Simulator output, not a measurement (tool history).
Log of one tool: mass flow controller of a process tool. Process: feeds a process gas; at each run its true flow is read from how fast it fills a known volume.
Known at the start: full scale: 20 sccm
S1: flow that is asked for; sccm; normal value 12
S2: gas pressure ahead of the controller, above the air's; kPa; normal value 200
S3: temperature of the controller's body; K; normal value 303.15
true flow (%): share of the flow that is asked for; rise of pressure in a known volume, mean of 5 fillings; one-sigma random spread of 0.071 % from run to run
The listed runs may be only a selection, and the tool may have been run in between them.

Run 1, hour 0: usual settings. Result: true flow (%) 99.89.
Run 2, hour 141.4: usual settings. Result: true flow (%) 99.85.
Run 3, hour 324.7: usual settings. Result: true flow (%) 99.89.
Run 4, hour 568: usual settings. Result: true flow (%) 99.78.
Run 5, hour 704.6: usual settings. Result: true flow (%) 99.86.
Run 6, hour 905.6: usual settings. Result: true flow (%) 99.92.
Run 7, hour 1104.3: usual settings. Result: true flow (%) 99.84.
Run 8, hour 1291: usual settings but S1 19 sccm. Result: true flow (%) 100.3.
Run 9, hour 1525.3: usual settings but S1 19 sccm. Result: true flow (%) 100.47.
Run 10, hour 1626.3: usual settings but S1 19 sccm. Result: true flow (%) 100.36.
Run 11, hour 1837.3: usual settings. Result: true flow (%) 99.92.
Run 12, hour 2078.7: usual settings but S3 301.15 K. Result: true flow (%) 99.86.
Run 13, hour 2277.7: usual settings but S1 17 sccm, S2 156 kPa, S3 302.15 K. Result: true flow (%) 100.15.
At hour 2301: controller's zero set anew.
Run 14, hour 2498.2: usual settings but S1 4 sccm, S2 247 kPa. Result: true flow (%) 98.21.
Run 15, hour 2631.3: usual settings but S2 232 kPa, S3 310.15 K. Result: true flow (%) 100.13.
Run 16, hour 2873.1: usual settings but S3 312.15 K. Result: true flow (%) 100.11.
Run 17, hour 3059.5: usual settings but S1 2 sccm. Result: true flow (%) 95.39.
Run 18, hour 3215.6: usual settings but S1 2 sccm. Result: true flow (%) 95.28.
Run 19, hour 3346.8: usual settings but S1 2 sccm. Result: true flow (%) 95.29.
At hour 3472.9: controller's zero set anew, once more.
Run 20, hour 3559.5: usual settings but S1 3 sccm, S2 156 kPa, S3 294.15 K. Result: true flow (%) 99.7.
Run 21, hour 3719.6: usual settings but S1 2 sccm, S2 227 kPa. Result: true flow (%) 100.04.
Run 22, hour 3828.6: usual settings but S1 6 sccm, S2 227 kPa. Result: true flow (%) 100.4.
Run 23, hour 4047: usual settings but S1 6 sccm, S2 202 kPa. Result: true flow (%) 100.36.

Below are 4 alternative next runs, each starting from the tool's condition after run 23. Predict each:
Run A, hour 4285.7: usual settings but S1 9 sccm, S2 202 kPa. Result: true flow (%) ?.
Run B, hour 4285.7: usual settings but S1 2 sccm, S2 167 kPa. Result: true flow (%) ?.
Run C, hour 4285.7: usual settings but S1 11 sccm, S2 185 kPa, S3 312.15 K. Result: true flow (%) ?.
Run D, hour 4285.7: usual settings but S2 199 kPa, S3 309.15 K. Result: true flow (%) ?.

run  true flow (%)
  A         100.49
  B          99.62
  C         100.73
  D         100.79
The same runs, with their run-to-run variation unchanged, on a tool lacking any hidden condition would have given:
run  true flow (%)
  A          99.56
  B          99.19
  C          99.77
  D          99.82
